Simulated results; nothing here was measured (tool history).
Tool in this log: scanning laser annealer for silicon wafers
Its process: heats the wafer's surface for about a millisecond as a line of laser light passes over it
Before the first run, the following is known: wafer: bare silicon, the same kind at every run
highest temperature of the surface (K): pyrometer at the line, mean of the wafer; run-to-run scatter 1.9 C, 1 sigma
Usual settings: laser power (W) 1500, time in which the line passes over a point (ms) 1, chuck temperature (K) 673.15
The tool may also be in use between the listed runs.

run	hour	laser power (W)	time in which the line passes over a point (ms)	chuck temperature (K)	highest temperature of the surface (K)
1	0	1500	1	673.15	1374.15
2	7.7	1500	0.97	673.15	1362.15
# hour 19.1: optics aligned, line set to its width
3	19.1	1359	1	673.15	1306.15
4	30	1500	0.79	673.15	1297.15
5	39	1500	0.79	673.15	1297.15
6	50.7	1500	0.79	673.15	1296.15
7	61.5	1500	0.79	673.15	1298.15
8	67.3	1500	0.79	673.15	1296.15
9	74.4	1500	1	673.15	1384.15
10	80.2	1500	1	633.15	1346.15
11	88.3	1500	1	633.15	1345.15
12	95.3	1500	1	633.15	1344.15
13	104.2	1500	1	633.15	1344.15
# hour 107.9: laser's power meter calibrated
14	119	1500	1	633.15	1343.15
15	126.8	1500	1	688.15	1398.15
# hour 135.5: laser's power meter calibrated, once more
16	140.7	1409	1	673.15	1334.15
17	146.7	1409	1	711.15	1368.15
18	154.2	1409	1	711.15	1374.15
19	163.7	1500	1	673.15	1382.15
20	175.9	1500	1	673.15	1383.15
21	188.3	1471	1	673.15	1369.15
22	200.4	1321	1.1	686.15	1332.15
23	205.7	1321	1.1	686.15	1328.15
24	213.2	1360	0.75	658.15	1191.15
25	224.6	1360	0.75	658.15	1193.15
26	234.7	1293	1	673.15	1266.15
27	242.4	1581	1	659.15	1415.15
28	248.1	1319	1.09	659.15	1295.15
29	257.5	1319	1.09	659.15	1295.15
30	266.7	1319	1.09	659.15	1297.15
31	274	1319	1.09	659.15	1296.15
32	280	1319	1.09	659.15	1293.15
33	291.1	1512	1.2	680.15	1472.15
34	302.8	1512	1.2	680.15	1472.15
35	310	1533	1.13	637.15	1415.15
36	322.6	1500	1.24	673.15	1472.15
37	330.4	1438	1.01	673.15	1345.15
38	342.5	1438	0.71	684.15	1237.15
39	352.9	1438	0.71	684.15	1234.15
40	364.3	1438	0.71	684.15	1233.15

What if the next run were any one of these 4? Each begins from the tool's condition after run 40:
A	376.2	1438	0.71	681.15	?
B	376.2	1500	1.15	673.15	?
C	376.2	1355	1.02	673.15	?
D	376.2	1438	0.71	684.15	?

run	highest temperature of the surface (K)
A	1235.15
B	1433.15
C	1307.15
D	1233.15
Stripped of hidden state, with their random variation kept, the same runs would have yielded:
run	highest temperature of the surface (K)
A	1254.15
B	1459.15
C	1328.15
D	1252.15

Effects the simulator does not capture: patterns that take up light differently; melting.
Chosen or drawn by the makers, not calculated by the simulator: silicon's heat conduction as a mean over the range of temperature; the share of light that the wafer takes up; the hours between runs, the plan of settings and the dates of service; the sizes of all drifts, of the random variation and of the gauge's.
